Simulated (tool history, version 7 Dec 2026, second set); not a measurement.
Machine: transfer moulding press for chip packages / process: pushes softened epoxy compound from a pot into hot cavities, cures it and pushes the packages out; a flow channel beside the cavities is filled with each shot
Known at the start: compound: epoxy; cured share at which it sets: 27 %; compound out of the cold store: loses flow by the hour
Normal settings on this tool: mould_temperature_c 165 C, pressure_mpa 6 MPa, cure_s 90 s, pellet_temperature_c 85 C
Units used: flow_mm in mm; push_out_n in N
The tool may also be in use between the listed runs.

run	hour	mould_temperature_c	pressure_mpa	cure_s	pellet_temperature_c	incoming compound's hours out of the cold store	flow_mm	push_out_n
1	0	165	6	90	85	40.7	468	635
# hour 19.1: cavities cleaned with cleaning compound and waxed
2	43.5	165	6	90	85	18.1	525	607
# hour 73.9: cavities cleaned with cleaning compound and waxed
3	94.9	165	6.27	90	85	48	453	540
# hour 130.7: cavities cleaned with cleaning compound and waxed
4	136.6	165	6	101	85	24.5	500	402
# hour 186.9: cavities cleaned with cleaning compound and waxed
5	186.9	165	6	101	85	35.3	472	382
6	227.6	165	6	101	85	41	454	516
# hour 243.7: cavities cleaned with cleaning compound and waxed
7	258.7	165	6	101	85	35.3	463	439
# hour 301: cavities cleaned with cleaning compound and waxed
8	306.5	165	6	101	85	18.3	508	420
9	328.2	165	6	101	85	35.4	454	489
# hour 355.5: cavities cleaned with cleaning compound and waxed
10	355.5	165	6	101	85	29.4	465	384
11	393.4	170	6	90	85	12.6	494	506
# hour 410.9: cavities cleaned with cleaning compound and waxed
12	431.9	165	4.61	90	85	45.9	373	520
# hour 467.7: cavities cleaned with cleaning compound and waxed
13	480.5	165	4.61	90	85	38.7	385	509
# hour 522.6: cavities cleaned with cleaning compound and waxed
14	531	165	4.61	90	85	48	354	458
15	555.8	158	6	90	75	27.7	478	1079
# hour 578.5: cavities cleaned with cleaning compound and waxed
16	588.3	158	6	90	75	43.8	432	865
# hour 597.9: plunger's sealing rings changed
17	623.2	158	6	90	75	24.1	538	1134
# hour 638.1: cavities cleaned with cleaning compound and waxed
18	650.7	158	6	90	75	17.5	546	962
19	675.6	165	6.44	90	85	9.9	568	651
# hour 694.4: cavities cleaned with cleaning compound and waxed
20	721.8	171	6.7	81	79	25.1	532	507
# hour 749.9: cavities cleaned with cleaning compound and waxed
21	767.9	171	6.7	81	79	28.4	511	456
# hour 807.3: cavities cleaned with cleaning compound and waxed
22	815.4	171	6.7	81	79	10.2	563	436
23	843	165	5.82	90	92	47.1	442	547
# hour 865.6: cavities cleaned with cleaning compound and waxed
24	865.6	160	6	82	85	45	450	784
25	905.3	160	6	82	85	20.5	504	1141
# hour 919.9: cavities cleaned with cleaning compound and waxed
26	939.3	164	4.88	116	84	11.4	467	410
# hour 974.5: cavities cleaned with cleaning compound and waxed
27	974.5	166	5.62	116	84	26.5	464	322

Below are 4 alternative next runs, each starting from the tool's condition after run 27. Predict each:
A	999	165	6	90	91	26.7	?	?
B	999	160	5.52	122	84	11.7	?	?
C	999	157	5.62	116	84	23.2	?	?
D	999	166	6.09	116	76	23	?	?

run	flow_mm	push_out_n
A	468	553
B	502	455
C	491	577
D	491	391
With the hidden condition removed and each run's random variation left untouched, the same runs would have given:
run	flow_mm	push_out_n
A	507	471
B	544	379
C	532	497
D	531	315
